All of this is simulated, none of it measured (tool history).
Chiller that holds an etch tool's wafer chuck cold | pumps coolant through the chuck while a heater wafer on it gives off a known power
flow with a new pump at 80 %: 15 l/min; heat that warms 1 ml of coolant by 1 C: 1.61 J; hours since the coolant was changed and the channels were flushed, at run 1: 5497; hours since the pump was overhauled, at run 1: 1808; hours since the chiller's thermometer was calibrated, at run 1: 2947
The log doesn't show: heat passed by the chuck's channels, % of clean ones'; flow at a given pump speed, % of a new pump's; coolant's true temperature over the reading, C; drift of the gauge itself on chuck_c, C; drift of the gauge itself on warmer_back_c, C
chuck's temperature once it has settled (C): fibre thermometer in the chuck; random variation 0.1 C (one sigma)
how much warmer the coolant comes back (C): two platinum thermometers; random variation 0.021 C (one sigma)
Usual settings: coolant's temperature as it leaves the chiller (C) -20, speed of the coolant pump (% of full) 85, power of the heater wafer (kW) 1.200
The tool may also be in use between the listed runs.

run     day  coolant's temperature as it leaves the chiller (C)  speed of the coolant pump (% of full)  power of the heater wafer (kW)  hours since the coolant was changed and the channels were flushed  hours since the pump was overhauled  hours since the chiller's thermometer was calibrated  chuck's temperature once it has settled (C)  how much warmer the coolant comes back (C)
  1   0.000                                                 -20                                     85                           1.200                                                               5497                                 1808                                                  2947                                         -9.5                                        2.86
  2   2.100                                                 -20                                     85                           1.709                                                               5547                                 1858                                                  2997                                         -5.5                                        4.03
  3   4.367                                                 -20                                     66                           1.709                                                               5602                                 1913                                                  3051                                         -2.6                                        5.36
  4   6.721                                                 -20                                     66                           1.709                                                               5658                                 1969                                                  3108                                         -2.7                                        5.41
  5   8.958                                                 -20                                     66                           1.709                                                               5712                                 2023                                                  3161                                         -2.7                                        5.39
  6  10.967                                                 -20                                     66                           1.709                                                               5760                                 2071                                                  3210                                         -2.6                                        5.37
  7  12.896                                                 -20                                     66                           1.709                                                               5806                                 2117                                                  3256                                         -2.3                                        5.39
  8  14.975                                                 -20                                     66                           1.709                                                               5856                                 2167                                                  3306                                         -2.5                                        5.41
  9  16.946                                                 -20                                     66                           1.709                                                               5903                                 2215                                                  3353                                         -2.5                                        5.40
 10  18.079                                                 -20                                     66                           1.709                                                               5931                                 2242                                                  3380                                         -2.4                                        5.38
 11  20.017                                                 -20                                     72                           1.709                                                               5977                                 2288                                                  3427                                         -3.5                                        4.84
 12  22.471                                                 -19                                     66                           1.091                                                               6036                                 2347                                                  3486                                         -7.6                                        3.46
 13  24.621                                                 -25                                     61                           1.200                                                               6088                                 2399                                                  3537                                        -11.8                                        4.15
 14  25.971                                                 -25                                     61                           1.200                                                               6120                                 2431                                                  3570                                        -11.8                                        4.14
 15  27.908                                                 -12                                     73                           0.655                                                               6167                                 2478                                                  3616                                         -5.5                                        1.83

Measured less the same run without the tool's hidden state. The same run-to-run variation is in both; the gauge's scatter may not be:
run  chuck's temperature once it has settled (C)  how much warmer the coolant comes back (C)
  1                                         +1.5                                       +0.06
  2                                         +1.9                                       +0.09
  3                                         +2.2                                       +0.11
  4                                         +2.2                                       +0.12
  5                                         +2.2                                       +0.11
  6                                         +2.2                                       +0.12
  7                                         +2.3                                       +0.12
  8                                         +2.3                                       +0.13
  9                                         +2.3                                       +0.13
 10                                         +2.4                                       +0.13
 11                                         +2.3                                       +0.12
 12                                         +1.7                                       +0.08
 13                                         +1.9                                       +0.10
 14                                         +1.9                                       +0.11
 15                                         +1.2                                       +0.05
